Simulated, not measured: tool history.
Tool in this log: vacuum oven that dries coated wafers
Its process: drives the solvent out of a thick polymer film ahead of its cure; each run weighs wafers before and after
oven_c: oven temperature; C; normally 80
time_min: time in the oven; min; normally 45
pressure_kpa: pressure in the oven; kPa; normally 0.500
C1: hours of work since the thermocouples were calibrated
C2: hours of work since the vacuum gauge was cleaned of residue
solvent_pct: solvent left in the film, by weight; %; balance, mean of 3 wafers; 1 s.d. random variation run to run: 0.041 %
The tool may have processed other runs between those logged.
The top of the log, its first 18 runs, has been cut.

{"run": 19, "hour": 323.0, "oven_c": 84, "time_min": 45, "pressure_kpa": 0.5, "C1": 297, "C2": 466, "solvent_pct": 2.59}
{"run": 20, "hour": 340.3, "oven_c": 68, "time_min": 45, "pressure_kpa": 0.5, "C1": 306, "C2": 474, "solvent_pct": 7.74}
{"run": 21, "hour": 364.8, "oven_c": 68, "time_min": 45, "pressure_kpa": 0.5, "C1": 318, "C2": 486, "solvent_pct": 7.8}
{"run": 22, "hour": 385.5, "oven_c": 68, "time_min": 45, "pressure_kpa": 0.5, "C1": 328, "C2": 496, "solvent_pct": 8.08}
{"run": 23, "hour": 404.0, "oven_c": 82, "time_min": 46, "pressure_kpa": 0.252, "C1": 336, "C2": 505, "solvent_pct": 2.87}
{"run": 24, "hour": 417.2, "oven_c": 76, "time_min": 74, "pressure_kpa": 0.644, "C1": 343, "C2": 512, "solvent_pct": 2.51}
{"run": 25, "hour": 434.2, "oven_c": 76, "time_min": 74, "pressure_kpa": 0.644, "C1": 351, "C2": 520, "solvent_pct": 2.42}
{"run": 26, "hour": 452.8, "oven_c": 76, "time_min": 74, "pressure_kpa": 0.644, "C1": 360, "C2": 529, "solvent_pct": 2.42}
{"run": 27, "hour": 470.1, "oven_c": 76, "time_min": 74, "pressure_kpa": 0.644, "C1": 368, "C2": 537, "solvent_pct": 2.46}
{"run": 28, "hour": 493.7, "oven_c": 76, "time_min": 74, "pressure_kpa": 0.644, "C1": 380, "C2": 549, "solvent_pct": 2.51}
{"run": 29, "hour": 517.3, "oven_c": 82, "time_min": 47, "pressure_kpa": 0.284, "C1": 391, "C2": 560, "solvent_pct": 2.84}
{"run": 30, "hour": 533.1, "oven_c": 85, "time_min": 72, "pressure_kpa": 0.5, "C1": 399, "C2": 568, "solvent_pct": 0.81}
{"run": 31, "hour": 546.2, "oven_c": 85, "time_min": 72, "pressure_kpa": 0.5, "C1": 405, "C2": 574, "solvent_pct": 0.78}
{"run": 32, "hour": 571.4, "oven_c": 85, "time_min": 72, "pressure_kpa": 0.5, "C1": 418, "C2": 586, "solvent_pct": 0.83}
{"run": 33, "hour": 583.6, "oven_c": 80, "time_min": 57, "pressure_kpa": 0.374, "C1": 423, "C2": 592, "solvent_pct": 2.51}
{"run": 34, "hour": 595.3, "oven_c": 88, "time_min": 58, "pressure_kpa": 0.5, "C1": 429, "C2": 598, "solvent_pct": 0.91}
{"run": 35, "hour": 612.9, "oven_c": 88, "time_min": 31, "pressure_kpa": 0.5, "C1": 438, "C2": 606, "solvent_pct": 3.37}
{"run": 36, "hour": 624.1, "oven_c": 68, "time_min": 43, "pressure_kpa": 0.264, "C1": 443, "C2": 612, "solvent_pct": 8.08}
{"run": 37, "hour": 648.4, "oven_c": 86, "time_min": 67, "pressure_kpa": 0.389, "C1": 455, "C2": 624, "solvent_pct": 0.79}
{"run": 38, "hour": 668.0, "oven_c": 80, "time_min": 65, "pressure_kpa": 0.398, "C1": 464, "C2": 633, "solvent_pct": 2.01}
{"run": 39, "hour": 690.3, "oven_c": 80, "time_min": 41, "pressure_kpa": 0.398, "C1": 475, "C2": 644, "solvent_pct": 4.2}
{"run": 40, "hour": 710.0, "oven_c": 86, "time_min": 37, "pressure_kpa": 1.144, "C1": 485, "C2": 653, "solvent_pct": 3.08}
{"run": 41, "hour": 724.4, "oven_c": 83, "time_min": 45, "pressure_kpa": 0.27, "C1": 492, "C2": 660, "solvent_pct": 2.82}
{"run": 42, "hour": 738.5, "oven_c": 84, "time_min": 79, "pressure_kpa": 0.978, "C1": 498, "C2": 667, "solvent_pct": 0.91}

The next listed run, before its measurement:
{"run": 43, "hour": 758.9, "oven_c": 84, "time_min": 79, "pressure_kpa": 0.978, "C1": 508, "C2": 677, "solvent_pct": "?"}

{"run 43": {"solvent_pct": 0.85}}
On a tool with no hidden condition, and with the same random variation, this run would have come out at solvent_pct 0.75 %.
